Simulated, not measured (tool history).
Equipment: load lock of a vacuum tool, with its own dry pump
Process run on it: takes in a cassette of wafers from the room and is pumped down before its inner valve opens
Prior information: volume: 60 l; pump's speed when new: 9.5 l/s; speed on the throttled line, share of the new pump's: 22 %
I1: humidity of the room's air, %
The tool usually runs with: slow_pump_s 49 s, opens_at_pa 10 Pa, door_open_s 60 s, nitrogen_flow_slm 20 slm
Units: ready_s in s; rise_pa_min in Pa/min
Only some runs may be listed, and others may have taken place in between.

run 1 hour=0 | slow_pump_s=49 opens_at_pa=10 door_open_s=60 nitrogen_flow_slm=20 | I1=44 | ready_s=108 rise_pa_min=0.025
run 2 hour=72 | slow_pump_s=49 opens_at_pa=10 door_open_s=60 nitrogen_flow_slm=20 | I1=45.1 | ready_s=107.8 rise_pa_min=0.026
run 3 hour=121.5 | slow_pump_s=49 opens_at_pa=10 door_open_s=60 nitrogen_flow_slm=20 | I1=41.1 | ready_s=106.5 rise_pa_min=0.028
run 4 hour=187 | slow_pump_s=49 opens_at_pa=10 door_open_s=60 nitrogen_flow_slm=20 | I1=42.9 | ready_s=107.5 rise_pa_min=0.029
run 5 hour=243.7 | slow_pump_s=49 opens_at_pa=10 door_open_s=60 nitrogen_flow_slm=20 | I1=47.8 | ready_s=107.2 rise_pa_min=0.027
run 6 hour=341.6 | slow_pump_s=49 opens_at_pa=10 door_open_s=60 nitrogen_flow_slm=20 | I1=46.2 | ready_s=108.5 rise_pa_min=0.035
run 7 hour=432.1 | slow_pump_s=49 opens_at_pa=10 door_open_s=60 nitrogen_flow_slm=20 | I1=45 | ready_s=108.3 rise_pa_min=0.029
run 8 hour=537.7 | slow_pump_s=49 opens_at_pa=10 door_open_s=50 nitrogen_flow_slm=20 | I1=44.6 | ready_s=108.1 rise_pa_min=0.031
run 9 hour=598.7 | slow_pump_s=49 opens_at_pa=10 door_open_s=50 nitrogen_flow_slm=20 | I1=42.8 | ready_s=108 rise_pa_min=0.033
run 10 hour=680.8 | slow_pump_s=49 opens_at_pa=10 door_open_s=60 nitrogen_flow_slm=15 | I1=47.4 | ready_s=108.2 rise_pa_min=0.042
run 11 hour=730.6 | slow_pump_s=49 opens_at_pa=10 door_open_s=65 nitrogen_flow_slm=20 | I1=47 | ready_s=109 rise_pa_min=0.039
run 12 hour=832.6 | slow_pump_s=49 opens_at_pa=10 door_open_s=230 nitrogen_flow_slm=20 | I1=44.4 | ready_s=108.8 rise_pa_min=0.046
run 13 hour=921.8 | slow_pump_s=49 opens_at_pa=10 door_open_s=230 nitrogen_flow_slm=20 | I1=42.6 | ready_s=107.6 rise_pa_min=0.045
run 14 hour=1022.1 | slow_pump_s=49 opens_at_pa=10 door_open_s=230 nitrogen_flow_slm=20 | I1=42.9 | ready_s=110 rise_pa_min=0.05
run 15 hour=1083.4 | slow_pump_s=49 opens_at_pa=10 door_open_s=60 nitrogen_flow_slm=20 | I1=44.8 | ready_s=108.2 rise_pa_min=0.04
run 16 hour=1172.2 | slow_pump_s=49 opens_at_pa=10 door_open_s=60 nitrogen_flow_slm=20 | I1=45.4 | ready_s=107.9 rise_pa_min=0.041
run 17 hour=1248.3 | slow_pump_s=49 opens_at_pa=10 door_open_s=60 nitrogen_flow_slm=20 | I1=48 | ready_s=109.3 rise_pa_min=0.043
run 18 hour=1331.4 | slow_pump_s=49 opens_at_pa=10 door_open_s=60 nitrogen_flow_slm=20 | I1=43.2 | ready_s=109.4 rise_pa_min=0.04
run 19 hour=1431.7 | slow_pump_s=49 opens_at_pa=10 door_open_s=60 nitrogen_flow_slm=20 | I1=43.5 | ready_s=109.7 rise_pa_min=0.048
run 20 hour=1476.8 | slow_pump_s=25 opens_at_pa=12 door_open_s=44 nitrogen_flow_slm=7 | I1=44.2 | ready_s=90.9 rise_pa_min=0.049
run 21 hour=1583.4 | slow_pump_s=25 opens_at_pa=12 door_open_s=44 nitrogen_flow_slm=7 | I1=46.9 | ready_s=90.7 rise_pa_min=0.053
run 22 hour=1683.4 | slow_pump_s=25 opens_at_pa=12 door_open_s=56 nitrogen_flow_slm=7 | I1=45.5 | ready_s=91.9 rise_pa_min=0.053
run 23 hour=1790.6 | slow_pump_s=25 opens_at_pa=9 door_open_s=111 nitrogen_flow_slm=7 | I1=48.3 | ready_s=94.9 rise_pa_min=0.065
run 24 hour=1846.1 | slow_pump_s=25 opens_at_pa=9 door_open_s=111 nitrogen_flow_slm=7 | I1=45.6 | ready_s=94.7 rise_pa_min=0.064
run 25 hour=1929.1 | slow_pump_s=49 opens_at_pa=8 door_open_s=60 nitrogen_flow_slm=20 | I1=43.7 | ready_s=113.7 rise_pa_min=0.054
run 26 hour=2027.1 | slow_pump_s=49 opens_at_pa=11 door_open_s=212 nitrogen_flow_slm=26 | I1=47.5 | ready_s=110.4 rise_pa_min=0.059
run 27 hour=2125.2 | slow_pump_s=60 opens_at_pa=7 door_open_s=60 nitrogen_flow_slm=9 | I1=46.7 | ready_s=124.1 rise_pa_min=0.059
run 28 hour=2202 | slow_pump_s=52 opens_at_pa=14 door_open_s=155 nitrogen_flow_slm=44 | I1=44 | ready_s=111 rise_pa_min=0.054
run 29 hour=2283.1 | slow_pump_s=52 opens_at_pa=14 door_open_s=155 nitrogen_flow_slm=44 | I1=44.8 | ready_s=110.4 rise_pa_min=0.052
run 30 hour=2345 | slow_pump_s=52 opens_at_pa=20 door_open_s=155 nitrogen_flow_slm=44 | I1=44.7 | ready_s=106.7 rise_pa_min=0.053
run 31 hour=2424.7 | slow_pump_s=81 opens_at_pa=10 door_open_s=60 nitrogen_flow_slm=8 | I1=45.9 | ready_s=134.9 rise_pa_min=0.066
run 32 hour=2495.4 | slow_pump_s=33 opens_at_pa=9 door_open_s=60 nitrogen_flow_slm=8 | I1=48.4 | ready_s=101.3 rise_pa_min=0.067
run 33 hour=2552.8 | slow_pump_s=33 opens_at_pa=9 door_open_s=60 nitrogen_flow_slm=8 | I1=46.1 | ready_s=101.1 rise_pa_min=0.072
run 34 hour=2611.6 | slow_pump_s=33 opens_at_pa=9 door_open_s=60 nitrogen_flow_slm=8 | I1=43.4 | ready_s=101.7 rise_pa_min=0.066
run 35 hour=2655.2 | slow_pump_s=33 opens_at_pa=9 door_open_s=60 nitrogen_flow_slm=8 | I1=43.9 | ready_s=103.2 rise_pa_min=0.063
run 36 hour=2709.4 | slow_pump_s=33 opens_at_pa=9 door_open_s=60 nitrogen_flow_slm=8 | I1=46.6 | ready_s=103.5 rise_pa_min=0.074
run 37 hour=2784.1 | slow_pump_s=33 opens_at_pa=9 door_open_s=60 nitrogen_flow_slm=8 | I1=45.7 | ready_s=103.7 rise_pa_min=0.071

4 options for the next run, each taken on its own from the tool as it stands now. Forecast them:
run A hour=2844.4 | slow_pump_s=33 opens_at_pa=9 door_open_s=60 nitrogen_flow_slm=10 | I1=43.6 | ready_s=? rise_pa_min=?
run B hour=2844.4 | slow_pump_s=85 opens_at_pa=13 door_open_s=26 nitrogen_flow_slm=8 | I1=46.5 | ready_s=? rise_pa_min=?
run C hour=2844.4 | slow_pump_s=97 opens_at_pa=10 door_open_s=80 nitrogen_flow_slm=8 | I1=43 | ready_s=? rise_pa_min=?
run D hour=2844.4 | slow_pump_s=49 opens_at_pa=14 door_open_s=33 nitrogen_flow_slm=20 | I1=42.4 | ready_s=? rise_pa_min=?

run=A ready_s=103.1 rise_pa_min=0.068
run=B ready_s=136.5 rise_pa_min=0.068
run=C ready_s=147.1 rise_pa_min=0.068
run=D ready_s=109.9 rise_pa_min=0.064
With no hidden state in the tool, these same runs would have given:
run=A ready_s=85.3 rise_pa_min=0.018
run=B ready_s=123.6 rise_pa_min=0.017
run=C ready_s=134.4 rise_pa_min=0.019
run=D ready_s=94.4 rise_pa_min=0.014
